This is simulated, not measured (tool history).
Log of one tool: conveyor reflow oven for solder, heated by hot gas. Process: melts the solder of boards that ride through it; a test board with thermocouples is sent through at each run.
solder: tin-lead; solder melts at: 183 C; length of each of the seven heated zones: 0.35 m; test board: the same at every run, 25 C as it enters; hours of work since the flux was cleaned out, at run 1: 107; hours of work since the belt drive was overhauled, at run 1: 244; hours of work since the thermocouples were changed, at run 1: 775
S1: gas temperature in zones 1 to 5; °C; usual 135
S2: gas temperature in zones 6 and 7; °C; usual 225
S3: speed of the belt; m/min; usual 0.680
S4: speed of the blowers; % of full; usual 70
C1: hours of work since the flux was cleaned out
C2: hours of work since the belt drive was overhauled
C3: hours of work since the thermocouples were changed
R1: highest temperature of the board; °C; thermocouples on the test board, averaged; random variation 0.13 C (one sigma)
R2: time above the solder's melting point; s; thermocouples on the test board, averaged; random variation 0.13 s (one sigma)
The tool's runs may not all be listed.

run   hour   S1   S2     S3  S4   C1   C2   C3     R1    R2
  1    0.0  135  225  0.680  70  107  244  775  204.6  34.0
  2   52.8  135  225  0.680  79  137  274  805  206.9  36.9
  3   85.7  135  225  0.680  76  155  292  823  206.0  35.6
  4  110.7  135  225  0.680  76  169  307  838  205.8  35.9
  5  139.1  135  225  0.666  70  185  323  854  204.8  35.0
     164.8  -- flux residue cleaned out of gas plates and filters
  6  186.4  135  225  0.666  70   12  347  878  206.9  37.9
  7  209.5  135  232  0.680  70   25  360  891  211.7  40.9
  8  243.2  135  225  0.680  81   44  379  910  209.4  39.3
  9  289.4  137  225  0.640  81   70  405  936  211.5  44.9
 10  333.5  144  225  0.766  81   95  430  961  206.9  34.9
     363.2  -- thermocouples of zones 6 and 7 changed
 11  373.8  137  225  0.766  81  117  451    6  201.3  28.1
 12  398.1  134  225  0.804  53  131  465   20  187.2   7.1
 13  443.1  135  230  0.680  70  156  490   45  205.5  35.1

Hidden state at the last listed run before each entry between runs and at the first one after, where it differs:
Between runs 5 and 6: flux residue cleaned out of gas plates and filters (hour 164.8)
  heat that the gas passes to the board, % of a clean oven's: 92.3 -> 99.5; belt's true speed, % of the reading: 99.17 -> 99.12; true gas temperature in zones 6 and 7 over the reading, C: 3.73 -> 3.83
  measured less the result without the state, R1: +0.7 -> +3.2 °C; R2: +0.6 -> +3.3 s
Between runs 10 and 11: thermocouples of zones 6 and 7 changed (hour 363.2)
  heat that the gas passes to the board, % of a clean oven's: 96.2 -> 95.5; belt's true speed, % of the reading: 98.93 -> 98.88; true gas temperature in zones 6 and 7 over the reading, C: 4.17 -> -0.2
  measured less the result without the state, R1: +2.4 -> -1.4 °C; R2: +2.1 -> -1.2 s
